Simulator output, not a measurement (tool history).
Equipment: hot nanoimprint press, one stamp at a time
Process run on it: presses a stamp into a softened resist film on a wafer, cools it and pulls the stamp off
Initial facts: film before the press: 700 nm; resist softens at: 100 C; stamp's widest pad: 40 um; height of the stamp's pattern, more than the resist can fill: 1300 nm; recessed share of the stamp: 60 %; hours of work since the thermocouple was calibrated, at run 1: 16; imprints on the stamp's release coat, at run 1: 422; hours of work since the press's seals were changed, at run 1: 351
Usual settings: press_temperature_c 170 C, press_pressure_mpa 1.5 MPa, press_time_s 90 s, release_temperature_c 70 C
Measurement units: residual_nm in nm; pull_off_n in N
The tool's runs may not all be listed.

run   hour  press_temperature_c  press_pressure_mpa  press_time_s  release_temperature_c  hours of work since the thermocouple was calibrated  imprints on the stamp's release coat  hours of work since the press's seals were changed  residual_nm  pull_off_n
  1      0                  170                 1.5            90                     70                                                   16                                   422                                                 351        277.3         198
  2   23.5                  170                 1.5            90                     70                                                   34                                   529                                                 369        276.1         206
  3   38.3                  170                 1.5            90                     70                                                   45                                   597                                                 380        278.7         204
  4   51.1                  170                1.18            90                     70                                                   55                                   655                                                 390        310.6         201
      59.3  -- stamp cleaned and given a new release coat
  5   71.5                  170                 1.5            90                     70                                                   66                                    56                                                 401        277.8         203
  6   91.9                  170                 1.5            90                     70                                                   81                                   149                                                 417        278.1         206
  7  112.3                  170                 1.5            82                     70                                                   97                                   242                                                 432        290.1         201
  8    135                  170                 1.5           169                     70                                                  114                                   346                                                 449        213.1         199
  9  160.5                  170                 1.5           169                     70                                                  134                                   463                                                 469        213.9         194
 10  187.4                  170                 1.5            90                     70                                                  154                                   586                                                 490        279.9         201
     210.9  -- stamp cleaned and given a new release coat
 11  216.9                  170                 1.5            90                     70                                                  172                                    27                                                 507        279.9         202
 12  244.9                  170                 1.5            90                     70                                                  194                                   156                                                 529        280.4         195
 13  269.1                  170                 1.5            90                     70                                                  212                                   266                                                 547        280.1         203
 14  294.4                  170                 1.5            90                     70                                                  231                                   382                                                 567        280.5         204
 15    320                  170                 1.5            90                     70                                                  251                                   499                                                 586        280.5         199
 16  344.3                  165                1.09           137                     77                                                  270                                   610                                                 605        336.9         161
     364.2  -- stamp cleaned and given a new release coat
 17  369.9                  162                1.09            81                     75                                                  285                                    26                                                 620        449.2         170
 18  397.8                  162                1.09            48                     75                                                  306                                   154                                                 641        521.6         169
 19  420.9                  163                 1.5            51                     70                                                  324                                   259                                                 659        450.2         203
 20    439                  163                 1.5            51                     70                                                  337                                   342                                                 673        453.7         204
 21  460.1                  163                 1.5            51                     70                                                  354                                   439                                                 689        450.1         199
 22  480.2                  163                 1.5            51                     70                                                  369                                   531                                                 704        450.4         202
 23  505.2                  171                 2.1            51                     71                                                  388                                   645                                                 723        292.5         198
     517.9  -- stamp cleaned and given a new release coat
 24  529.9                  177                1.01            66                     66                                                  402                                    55                                                 737        294.8         223
 25  542.9                  177                1.01            66                     66                                                  412                                   114                                                 747        294.1         224
 26  560.3                  177                1.01            66                     66                                                  426                                   194                                                 761        291.9         226
 27  588.3                  171                 1.1            66                     66                                                  447                                   322                                                 782        350.1         226
     607.1  -- gauge calibrated
 28  607.8                  170                 1.5            90                     56                                                  462                                   411                                                 797        276.5         289
     622.9  -- plate thermocouple calibrated
 29  634.8                  170                 1.5           103                     58                                                    9                                   521                                                 815        262.5         271

How would selected steps in residual_nm from run to run divide? Give the signed amount a tool lacking its hidden state would still show from settings, what came in and random variation, and the signed amount left for the hidden state, including any gauge scatter that is not in both of the compared results.
The hidden state here: true temperature over the reading, C; pressure that arrives at the usual setting, %; grip of the stamp's worn release coat, % over a new coat's; drift of the gauge itself on residual_nm, %; drift of the gauge itself on pull_off_n, %.
Run 16 -> 17: press_temperature_c 165 -> 162, press_time_s 137 -> 81, release_temperature_c 77 -> 75, stamp cleaned and given a new release coat. residual_nm +112.3 nm: hidden state +2, all else +110.3.
Run 22 -> 23: press_temperature_c 163 -> 171, press_pressure_mpa 1.5 -> 2.1, release_temperature_c 70 -> 71. residual_nm -157.9 nm: hidden state -2.8, all else -155.1.
Run 27 -> 28: press_temperature_c 171 -> 170, press_pressure_mpa 1.1 -> 1.5, press_time_s 66 -> 90, release_temperature_c 66 -> 56, gauge calibrated. residual_nm -73.6 nm: hidden state -8.7, all else -64.9.

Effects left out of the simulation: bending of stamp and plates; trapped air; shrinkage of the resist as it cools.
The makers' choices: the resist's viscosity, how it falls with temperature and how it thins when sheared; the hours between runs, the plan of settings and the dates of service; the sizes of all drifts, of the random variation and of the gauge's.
